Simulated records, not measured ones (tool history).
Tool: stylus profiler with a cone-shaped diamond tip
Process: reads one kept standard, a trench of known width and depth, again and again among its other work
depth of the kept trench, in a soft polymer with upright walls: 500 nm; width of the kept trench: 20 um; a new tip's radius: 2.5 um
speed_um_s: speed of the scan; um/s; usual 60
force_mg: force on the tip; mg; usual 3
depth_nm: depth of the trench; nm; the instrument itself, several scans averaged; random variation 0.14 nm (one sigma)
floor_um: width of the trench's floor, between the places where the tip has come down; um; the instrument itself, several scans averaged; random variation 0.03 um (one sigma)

| run | hour | speed_um_s | force_mg | depth_nm | floor_um |
|---|---|---|---|---|---|
| 1 | 0 | 60 | 3 | 504.62 | 15.94 |
| 2 | 23.8 | 54 | 3 | 504.8 | 15.98 |
| 3 | 61.3 | 19 | 3 | 504.53 | 16.12 |
| 4 | 84 | 19 | 3 | 504.78 | 16.12 |
| 5 | 132.3 | 19 | 3 | 504.85 | 16.13 |
| 6 | 161.3 | 60 | 3 | 504.69 | 15.83 |
| 7 | 207.3 | 60 | 3 | 505 | 15.79 |
| 8 | 233.4 | 60 | 3 | 504.76 | 15.76 |
| 9 | 260.5 | 60 | 3 | 504.88 | 15.83 |
| 10 | 288.4 | 60 | 3 | 504.86 | 15.74 |
| 11 | 339.6 | 60 | 3 | 504.73 | 15.78 |
| 12 | 370.5 | 60 | 1.64 | 503.77 | 15.65 |
| 13 | 399.7 | 60 | 1.64 | 503.77 | 15.65 |
| 14 | 420.8 | 60 | 4.8 | 506.21 | 15.78 |
| 15 | 462.5 | 60 | 2.67 | 504.95 | 15.68 |
| 16 | 499.2 | 60 | 2.67 | 505.05 | 15.7 |
| 17 | 521.4 | 60 | 2.67 | 505.04 | 15.67 |
| 18 | 561 | 60 | 2.67 | 504.91 | 15.63 |
| 19 | 613.1 | 60 | 3 | 505.08 | 15.68 |
| 20 | 638.1 | 60 | 3 | 505.13 | 15.65 |
| 21 | 690.2 | 60 | 3 | 505.25 | 15.62 |
|  | 693.1 | height scale calibrated on a step standard |
| 22 | 739.2 | 60 | 3 | 505.5 | 15.54 |
| 23 | 783.2 | 125 | 3 | 505.55 | 15.21 |
| 24 | 806.9 | 53 | 7.65 | 508.49 | 15.71 |
| 25 | 839.3 | 53 | 7.65 | 508.71 | 15.67 |
|  | 871.6 | height scale calibrated on a step standard, once more |
| 26 | 890 | 53 | 7.65 | 506.5 | 15.62 |
| 27 | 912.5 | 17 | 6.46 | 505.73 | 15.79 |
| 28 | 934.7 | 21 | 5.34 | 505.03 | 15.74 |
| 29 | 957.7 | 60 | 4.96 | 504.56 | 15.58 |
| 30 | 996.5 | 47 | 3 | 503.53 | 15.54 |
| 31 | 1018.2 | 109 | 6.81 | 505.69 | 15.4 |
| 32 | 1047 | 40 | 3 | 503.81 | 15.52 |
| 33 | 1073.8 | 40 | 3 | 503.45 | 15.52 |
| 34 | 1100.7 | 17 | 2.26 | 502.93 | 15.68 |
| 35 | 1150.5 | 17 | 2.26 | 502.97 | 15.76 |
| 36 | 1172.6 | 79 | 2.2 | 502.94 | 15.23 |
| 37 | 1224.1 | 45 | 5.71 | 505.51 | 15.56 |
| 38 | 1270.6 | 20 | 6.91 | 505.94 | 15.57 |
| 39 | 1307 | 19 | 1.55 | 502.38 | 15.6 |

Run 40 comes next. What will it give?
| 40 | 1341.4 | 45 | 1.09 | ? | ? |

{"run 40": {"depth_nm": 501.95, "floor_um": 15.28}}
Without the tool's hidden state the same run would have given depth_nm 501.59 nm, floor_um 16.6 um.

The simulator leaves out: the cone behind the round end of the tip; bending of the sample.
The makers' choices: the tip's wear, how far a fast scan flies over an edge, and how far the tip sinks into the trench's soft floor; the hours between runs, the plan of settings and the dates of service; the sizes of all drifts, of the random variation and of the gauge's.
